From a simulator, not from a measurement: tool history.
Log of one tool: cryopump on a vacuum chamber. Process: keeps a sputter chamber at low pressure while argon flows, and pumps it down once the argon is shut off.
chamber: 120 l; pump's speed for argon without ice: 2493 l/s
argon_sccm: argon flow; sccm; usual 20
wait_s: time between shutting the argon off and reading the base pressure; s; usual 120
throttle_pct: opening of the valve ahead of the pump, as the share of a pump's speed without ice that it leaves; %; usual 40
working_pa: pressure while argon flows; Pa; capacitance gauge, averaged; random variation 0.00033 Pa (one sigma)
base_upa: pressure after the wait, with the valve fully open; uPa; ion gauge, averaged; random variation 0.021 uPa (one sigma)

| run | hour | argon_sccm | wait_s | throttle_pct | working_pa | base_upa |
|---|---|---|---|---|---|---|
| 1 | 0 | 20 | 120 | 40 | 0.0345 | 0.57 |
| 2 | 108.4 | 20 | 120 | 40 | 0.0347 | 0.55 |
| 3 | 228.3 | 20 | 120 | 40 | 0.035 | 0.59 |
| 4 | 284.7 | 20 | 120 | 40 | 0.0356 | 0.61 |
| 5 | 383.7 | 20 | 120 | 40 | 0.0355 | 0.6 |
| 6 | 457.9 | 20 | 120 | 40 | 0.0368 | 0.59 |
| 7 | 552.3 | 20 | 120 | 22 | 0.0637 | 0.65 |
| 8 | 681.9 | 20 | 120 | 22 | 0.0643 | 0.65 |
| 9 | 792 | 20 | 120 | 40 | 0.0372 | 0.73 |
| 10 | 923 | 20 | 120 | 40 | 0.0384 | 0.78 |
|  | 968.5 | pump warmed up, emptied and cooled again |
| 11 | 996.1 | 20 | 120 | 17 | 0.0801 | 0.66 |
| 12 | 1116.5 | 26 | 120 | 40 | 0.0459 | 0.66 |
| 13 | 1208.9 | 26 | 120 | 40 | 0.0455 | 0.74 |
| 14 | 1329.2 | 26 | 120 | 40 | 0.0462 | 0.76 |
| 15 | 1461.4 | 20 | 120 | 40 | 0.0367 | 0.78 |
| 16 | 1562.5 | 20 | 120 | 26 | 0.0551 | 0.82 |
| 17 | 1660.1 | 20 | 120 | 45 | 0.0335 | 0.82 |
| 18 | 1731.3 | 8 | 154 | 23 | 0.0252 | 0.8 |
| 19 | 1787.1 | 18 | 36 | 53 | 0.0259 | 1.54 |
| 20 | 1892.1 | 29 | 28 | 19 | 0.1101 | 1.9 |
|  | 1941.9 | pump warmed up, emptied and cooled again |
| 21 | 1974.3 | 8 | 120 | 26 | 0.0211 | 0.78 |
| 22 | 2062.1 | 20 | 85 | 21 | 0.0659 | 0.95 |
| 23 | 2130.6 | 35 | 120 | 40 | 0.0612 | 0.85 |
| 24 | 2200 | 35 | 50 | 40 | 0.0621 | 1.28 |
| 25 | 2307.2 | 35 | 50 | 40 | 0.0627 | 1.31 |

Run 26 comes next. What will it give?
| 26 | 2373.2 | 33 | 33 | 18 | ? | ? |

Run 26 gave working_pa 0.1275 Pa, base_upa 1.61 uPa.
Without the tool's hidden state the same run would have given working_pa 0.124 Pa, base_upa 1.14 uPa.
